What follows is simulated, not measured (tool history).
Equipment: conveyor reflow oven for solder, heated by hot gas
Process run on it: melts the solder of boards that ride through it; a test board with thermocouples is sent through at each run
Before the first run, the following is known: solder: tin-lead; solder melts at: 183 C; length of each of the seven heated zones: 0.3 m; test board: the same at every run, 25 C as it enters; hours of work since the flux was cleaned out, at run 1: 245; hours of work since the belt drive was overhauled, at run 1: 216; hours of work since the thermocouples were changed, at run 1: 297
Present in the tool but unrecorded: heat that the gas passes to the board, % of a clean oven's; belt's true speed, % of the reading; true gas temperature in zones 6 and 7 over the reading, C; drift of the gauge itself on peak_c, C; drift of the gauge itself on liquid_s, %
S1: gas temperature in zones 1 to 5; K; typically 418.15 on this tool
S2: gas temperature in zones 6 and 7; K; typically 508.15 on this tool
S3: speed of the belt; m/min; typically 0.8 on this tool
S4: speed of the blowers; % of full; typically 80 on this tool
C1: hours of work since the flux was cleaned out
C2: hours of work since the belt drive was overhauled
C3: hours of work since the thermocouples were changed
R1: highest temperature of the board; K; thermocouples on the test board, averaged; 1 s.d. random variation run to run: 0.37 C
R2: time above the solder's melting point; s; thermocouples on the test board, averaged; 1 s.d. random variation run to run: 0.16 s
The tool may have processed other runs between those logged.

run,hour,S1,S2,S3,S4,C1,C2,C3,R1,R2
1,0,418.15,508.15,0.8,80,245,216,297,490.75,35.7
2,15.9,418.15,508.15,0.8,80,258,228,310,490.85,35.5
3,32.2,418.15,508.15,0.8,80,271,241,323,490.15,35.5
4,57.2,418.15,508.15,0.8,66,291,261,343,487.05,33.3
# hour 71.5: flux residue cleaned out of gas plates and filters
5,91.5,418.15,508.15,0.8,66,16,284,366,486.35,32.6
6,123.1,418.15,508.15,0.8,80,41,310,391,490.05,34.8
7,151.7,418.15,508.15,0.8,80,64,332,414,489.35,34.7
8,179.2,418.15,508.15,0.8,80,86,354,436,489.35,34.5
# hour 208.9: flux residue cleaned out of gas plates and filters, once more
9,209.8,418.15,507.15,0.8,80,1,375,456,491.45,36
10,233,418.15,508.15,0.759,80,19,393,475,493.65,38.9
11,260.8,418.15,508.15,0.759,80,41,415,497,492.25,39
12,279.3,418.15,508.15,0.759,80,56,430,512,493.75,38.5
13,314.7,418.15,519.15,0.759,80,84,458,540,502.85,42.1
14,342.4,418.15,508.15,0.8,80,106,480,562,490.95,35.9
15,362.7,418.15,508.15,0.8,80,123,497,578,490.55,35.3
16,382.7,418.15,504.15,0.758,80,138,512,594,488.95,37.2
17,399,418.15,508.15,0.934,51,152,526,607,475.65,20.7
18,438,432.15,510.15,0.919,75,183,557,638,489.55,33.2
19,472.1,412.15,497.15,0.859,59,210,584,665,471.95,19.1
20,507.9,409.15,497.15,0.859,59,238,612,694,470.35,17.9
21,536.7,409.15,497.15,0.859,59,261,635,717,470.55,17.5
22,558.9,409.15,497.15,0.859,59,279,653,734,470.35,17.3
# hour 588.6: flux residue cleaned out of gas plates and filters
# hour 594.7: thermocouples of zones 6 and 7 changed
23,604.8,422.15,521.15,0.924,81,11,684,8,500.65,34.9
24,636.9,409.15,518.15,0.831,78,37,709,34,498.15,35.3
25,655.8,418.15,508.15,0.663,61,52,724,49,493.65,44.3
26,678,418.15,508.15,0.663,61,70,742,66,493.05,44.7
27,708.7,418.15,509.15,0.663,76,94,767,91,497.15,47.1
28,724.6,418.15,509.15,0.663,76,107,779,103,497.25,46.9
29,751.6,432.15,502.15,0.793,53,128,801,125,483.45,35
30,771.2,407.15,497.15,0.955,67,144,816,141,471.65,16

5 options for the next run, each taken on its own from the tool as it stands now. Forecast them:
A,792.8,418.15,497.15,0.877,65,161,834,158,?,?
B,792.8,407.15,497.15,0.698,67,161,834,158,?,?
C,792.8,418.15,508.15,0.8,56,161,834,158,?,?
D,792.8,427.15,520.15,0.898,67,161,834,158,?,?
E,792.8,411.15,511.15,0.776,67,161,834,158,?,?

run,R1,R2
A,475.95,23.7
B,480.85,32.9
C,483.35,32
D,496.65,35
E,490.95,34.9
The same runs, with their run-to-run variation unchanged, on a tool lacking any hidden condition would have given:
run,R1,R2
A,477.55,24.7
B,482.35,33.8
C,484.75,32.6
D,498.35,35.4
E,492.55,35.5

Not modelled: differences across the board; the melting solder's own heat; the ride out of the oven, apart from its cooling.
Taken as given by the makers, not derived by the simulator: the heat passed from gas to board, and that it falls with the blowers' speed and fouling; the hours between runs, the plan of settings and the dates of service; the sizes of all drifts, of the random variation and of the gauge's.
